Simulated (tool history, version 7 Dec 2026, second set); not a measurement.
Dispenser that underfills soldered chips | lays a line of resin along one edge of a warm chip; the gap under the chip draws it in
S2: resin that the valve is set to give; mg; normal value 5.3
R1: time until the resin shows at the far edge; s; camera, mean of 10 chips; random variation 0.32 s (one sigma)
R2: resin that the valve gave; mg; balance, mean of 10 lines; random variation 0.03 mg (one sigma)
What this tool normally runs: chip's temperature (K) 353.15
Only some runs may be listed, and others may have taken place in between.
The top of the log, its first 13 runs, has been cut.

{"day": 4.575, "done": "new syringe of resin"}
{"run": 14, "day": 4.575, "chip's temperature (K)": 353.15, "S2": 5.3, "R1": 12.3, "R2": 5.08}
{"day": 4.908, "done": "new syringe of resin"}
{"run": 15, "day": 4.954, "chip's temperature (K)": 353.15, "S2": 5.3, "R1": 12.8, "R2": 5.08}
{"day": 5.188, "done": "dispensing valve cleaned and set on the balance"}
{"day": 5.271, "done": "new syringe of resin"}
{"run": 16, "day": 5.296, "chip's temperature (K)": 353.15, "S2": 5.3, "R1": 12.6, "R2": 5.27}
{"day": 5.588, "done": "new syringe of resin"}
{"run": 17, "day": 5.671, "chip's temperature (K)": 353.15, "S2": 5.3, "R1": 13.2, "R2": 5.26}
{"day": 5.917, "done": "new syringe of resin"}
{"run": 18, "day": 6.121, "chip's temperature (K)": 353.15, "S2": 5.3, "R1": 14.9, "R2": 5.25}
{"day": 6.238, "done": "new syringe of resin"}
{"run": 19, "day": 6.483, "chip's temperature (K)": 353.15, "S2": 5.3, "R1": 14.8, "R2": 5.21}
{"day": 6.558, "done": "new syringe of resin"}
{"day": 6.888, "done": "new syringe of resin"}
{"run": 20, "day": 6.946, "chip's temperature (K)": 353.15, "S2": 4.93, "R1": 13.8, "R2": 4.81}
{"day": 7.2, "done": "new syringe of resin"}
{"run": 21, "day": 7.333, "chip's temperature (K)": 353.15, "S2": 6.38, "R1": 13.5, "R2": 6.21}
{"day": 7.529, "done": "new syringe of resin"}
{"run": 22, "day": 7.579, "chip's temperature (K)": 339.15, "S2": 5.54, "R1": 23, "R2": 5.4}
{"day": 7.846, "done": "new syringe of resin"}
{"run": 23, "day": 7.908, "chip's temperature (K)": 348.15, "S2": 4.62, "R1": 17.1, "R2": 4.53}
{"run": 24, "day": 8.146, "chip's temperature (K)": 348.15, "S2": 6.45, "R1": 19.8, "R2": 6.24}
{"day": 8.179, "done": "new syringe of resin"}
{"day": 8.492, "done": "new syringe of resin"}
{"run": 25, "day": 8.567, "chip's temperature (K)": 361.15, "S2": 5.83, "R1": 9.4, "R2": 5.62}
{"day": 8.838, "done": "new syringe of resin"}
{"run": 26, "day": 8.954, "chip's temperature (K)": 354.15, "S2": 5.3, "R1": 13.5, "R2": 5.07}
{"day": 9.154, "done": "new syringe of resin"}
{"run": 27, "day": 9.225, "chip's temperature (K)": 353.15, "S2": 6.82, "R1": 12.8, "R2": 6.48}
{"day": 9.467, "done": "new syringe of resin"}
{"run": 28, "day": 9.667, "chip's temperature (K)": 348.15, "S2": 6.04, "R1": 17.7, "R2": 5.71}
{"day": 9.796, "done": "new syringe of resin"}
{"day": 9.875, "done": "dispensing valve cleaned and set on the balance"}
{"run": 29, "day": 9.971, "chip's temperature (K)": 358.15, "S2": 5.77, "R1": 10.9, "R2": 5.76}
{"day": 10.158, "done": "new syringe of resin"}
{"run": 30, "day": 10.171, "chip's temperature (K)": 361.15, "S2": 4.53, "R1": 8.9, "R2": 4.51}
{"day": 10.492, "done": "new syringe of resin"}
{"run": 31, "day": 10.517, "chip's temperature (K)": 361.15, "S2": 6.16, "R1": 8.4, "R2": 6.11}
{"day": 10.825, "done": "new syringe of resin"}
{"run": 32, "day": 10.933, "chip's temperature (K)": 361.15, "S2": 5.02, "R1": 10.1, "R2": 4.93}
{"day": 11.15, "done": "new syringe of resin"}
{"run": 33, "day": 11.388, "chip's temperature (K)": 361.15, "S2": 5.02, "R1": 10.9, "R2": 4.94}
{"day": 11.496, "done": "new syringe of resin"}
{"day": 11.817, "done": "new syringe of resin"}
{"run": 34, "day": 11.825, "chip's temperature (K)": 354.15, "S2": 4.72, "R1": 12.2, "R2": 4.62}

Below are 4 alternative next runs, each starting from the tool's condition after run 34. Predict each:
{"day": 12.146, "done": "new syringe of resin"}
{"run": "A", "day": 12.267, "chip's temperature (K)": 354.15, "S2": 5.86, "R1": "?", "R2": "?"}
{"day": 12.146, "done": "new syringe of resin"}
{"run": "B", "day": 12.267, "chip's temperature (K)": 357.15, "S2": 5.36, "R1": "?", "R2": "?"}
{"day": 12.146, "done": "new syringe of resin"}
{"run": "C", "day": 12.267, "chip's temperature (K)": 345.15, "S2": 5.31, "R1": "?", "R2": "?"}
{"day": 12.146, "done": "new syringe of resin"}
{"run": "D", "day": 12.267, "chip's temperature (K)": 339.15, "S2": 6.44, "R1": "?", "R2": "?"}

run=A R1=13.8 R2=5.74
run=B R1=12.6 R2=5.21
run=C R1=20.8 R2=5.13
run=D R1=25.1 R2=6.33
Take away the tool's hidden state, keep each run's random variation, and the runs would have read:
run=A R1=11.6 R2=5.89
run=B R1=10.5 R2=5.34
run=C R1=17.4 R2=5.26
run=D R1=20.9 R2=6.49

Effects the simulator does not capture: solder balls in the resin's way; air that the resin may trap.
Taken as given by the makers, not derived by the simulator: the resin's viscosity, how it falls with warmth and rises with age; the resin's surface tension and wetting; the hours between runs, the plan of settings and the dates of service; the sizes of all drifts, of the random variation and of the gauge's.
